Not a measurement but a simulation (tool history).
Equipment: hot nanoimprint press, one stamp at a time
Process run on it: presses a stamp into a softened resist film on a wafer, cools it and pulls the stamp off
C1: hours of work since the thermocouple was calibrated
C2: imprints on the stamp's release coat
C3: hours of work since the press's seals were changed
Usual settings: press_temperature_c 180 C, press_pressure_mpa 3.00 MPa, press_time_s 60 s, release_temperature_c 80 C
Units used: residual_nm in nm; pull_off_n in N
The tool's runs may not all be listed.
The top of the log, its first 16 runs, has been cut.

At hour 1070.1: stamp cleaned and given a new release coat.
Run 17, hour 1098.5: usual settings but press_temperature_c 186 C, press_pressure_mpa 4.38 MPa, press_time_s 59 s; C1 138; C2 67; C3 361. Result: residual_nm 173.8 nm, pull_off_n 137 N.
Run 18, hour 1195.3: usual settings but press_temperature_c 173 C, press_pressure_mpa 4.38 MPa, press_time_s 59 s, release_temperature_c 82 C; C1 191; C2 294; C3 413. Result: residual_nm 312.3 nm, pull_off_n 139 N.
Run 19, hour 1238.5: usual settings but press_pressure_mpa 2.90 MPa, press_time_s 33 s, release_temperature_c 82 C; C1 214; C2 396; C3 437. Result: residual_nm 306.5 nm, pull_off_n 140 N.
Run 20, hour 1329.1: usual settings but press_pressure_mpa 2.17 MPa; C1 263; C2 609; C3 486. Result: residual_nm 291.1 nm, pull_off_n 153 N.
Run 21, hour 1407.7: usual settings but press_pressure_mpa 2.17 MPa; C1 306; C2 794; C3 528. Result: residual_nm 296.7 nm, pull_off_n 161 N.
At hour 1421.3: plate thermocouple calibrated, once more.
At hour 1441.4: stamp cleaned and given a new release coat.
Run 22, hour 1464.0: usual settings but press_temperature_c 190 C, press_pressure_mpa 2.57 MPa; C1 20; C2 53; C3 554. Result: residual_nm 145.6 nm, pull_off_n 136 N.
Run 23, hour 1540.6: usual settings but press_pressure_mpa 4.35 MPa, press_time_s 51 s; C1 61; C2 233; C3 595. Result: residual_nm 206.7 nm, pull_off_n 139 N.
Run 24, hour 1617.6: usual settings but press_pressure_mpa 4.35 MPa, press_time_s 51 s; C1 103; C2 414; C3 637. Result: residual_nm 210.8 nm, pull_off_n 142 N.
Run 25, hour 1661.0: usual settings but press_temperature_c 168 C, press_time_s 76 s, release_temperature_c 82 C; C1 127; C2 517; C3 661. Result: residual_nm 335.7 nm, pull_off_n 148 N.
Run 26, hour 1718.0: usual settings but press_temperature_c 168 C, press_pressure_mpa 3.38 MPa, press_time_s 93 s, release_temperature_c 82 C; C1 158; C2 650; C3 692. Result: residual_nm 316.4 nm, pull_off_n 146 N.
Run 27, hour 1787.3: usual settings but press_temperature_c 173 C, press_pressure_mpa 2.19 MPa, press_time_s 52 s, release_temperature_c 81 C; C1 195; C2 813; C3 729. Result: residual_nm 334.1 nm, pull_off_n 156 N.
At hour 1811.4: stamp cleaned and given a new release coat.
Run 28, hour 1883.1: usual settings but press_temperature_c 173 C, press_pressure_mpa 2.19 MPa, press_time_s 52 s, release_temperature_c 81 C; C1 244; C2 169; C3 778. Result: residual_nm 333.3 nm, pull_off_n 139 N.
Run 29, hour 1930.4: usual settings but press_temperature_c 173 C, press_pressure_mpa 2.44 MPa; C1 269; C2 280; C3 803. Result: residual_nm 323.3 nm, pull_off_n 142 N.
Run 30, hour 1982.3: usual settings but press_temperature_c 171 C, press_pressure_mpa 2.20 MPa, press_time_s 30 s, release_temperature_c 78 C; C1 298; C2 402; C3 832. Result: residual_nm 368.3 nm, pull_off_n 148 N.

4 options for the next run, each taken on its own from the tool as it stands now. Forecast them:
Run A, hour 2050.7: usual settings but press_temperature_c 171 C, press_pressure_mpa 2.42 MPa, press_time_s 30 s, release_temperature_c 78 C; C1 335; C2 563; C3 869. Result: residual_nm ?, pull_off_n ?.
Run B, hour 2050.7: usual settings but press_temperature_c 171 C, press_pressure_mpa 2.20 MPa, press_time_s 112 s, release_temperature_c 81 C; C1 335; C2 563; C3 869. Result: residual_nm ?, pull_off_n ?.
Run C, hour 2050.7: usual settings but press_temperature_c 174 C, press_pressure_mpa 2.23 MPa, press_time_s 30 s, release_temperature_c 78 C; C1 335; C2 563; C3 869. Result: residual_nm ?, pull_off_n ?.
Run D, hour 2050.7: usual settings but press_temperature_c 188 C; C1 335; C2 563; C3 869. Result: residual_nm ?, pull_off_n ?.

run  residual_nm  pull_off_n
  A        364.9         150
  B        310.5         148
  C        353.7         155
  D        162.3         152
Had the tool no hidden state, the same runs would have come out as:
run  residual_nm  pull_off_n
  A        355.5         133
  B        292.3         132
  C        342.1         138
  D        146.8         135

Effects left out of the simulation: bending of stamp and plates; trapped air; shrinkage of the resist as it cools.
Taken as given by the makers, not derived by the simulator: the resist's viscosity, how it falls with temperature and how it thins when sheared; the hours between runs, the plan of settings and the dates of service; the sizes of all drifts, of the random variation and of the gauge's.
